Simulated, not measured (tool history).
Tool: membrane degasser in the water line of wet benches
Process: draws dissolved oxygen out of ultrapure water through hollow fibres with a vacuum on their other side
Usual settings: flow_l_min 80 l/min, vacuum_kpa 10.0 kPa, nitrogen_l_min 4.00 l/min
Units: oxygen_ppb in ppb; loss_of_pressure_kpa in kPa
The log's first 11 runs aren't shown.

run,day,flow_l_min,vacuum_kpa,nitrogen_l_min,oxygen_ppb,loss_of_pressure_kpa
12,45.238,80,10.0,4.00,306.9,65.27
13,49.808,113,10.0,4.00,415.7,92.77
14,53.533,113,10.0,4.00,415.8,92.58
15,58.054,113,10.0,4.00,416.7,92.51
16,62.050,80,14.0,4.00,474.3,65.54
17,65.342,80,14.0,4.00,473.4,66.51
18,71.167,80,10.0,3.15,374.5,65.57
19,75.142,114,11.2,4.00,491.1,94.03
# day 75.671: vacuum gauge calibrated
20,79.104,55,10.0,8.71,109.2,45.16
21,84.188,50,9.0,8.71,86.1,41.37
# day 87.538: vacuum gauge calibrated, once more
22,88.217,56,10.0,4.00,214.6,46.24
23,92.550,80,7.6,4.00,195.2,66.35
24,95.638,80,7.6,4.00,193.8,66.07
25,98.900,59,10.0,5.64,163.8,48.84
26,102.317,97,17.6,5.64,530.8,80.79
27,107.550,69,20.3,2.10,1040.8,57.43
28,113.104,51,8.8,2.59,239.5,41.98
29,116.996,88,10.0,4.00,322.2,72.98
30,121.204,88,10.0,4.00,322.8,73.00
31,124.962,75,25.0,4.18,804.8,62.27

Forecast run 32:
32,130.271,75,25.0,4.18,?,?

{"run 32": {"oxygen_ppb": 814.0, "loss_of_pressure_kpa": 62.78}}
Without the tool's hidden state the same run would have given oxygen_ppb 810.3 ppb, loss_of_pressure_kpa 57.72 kPa.
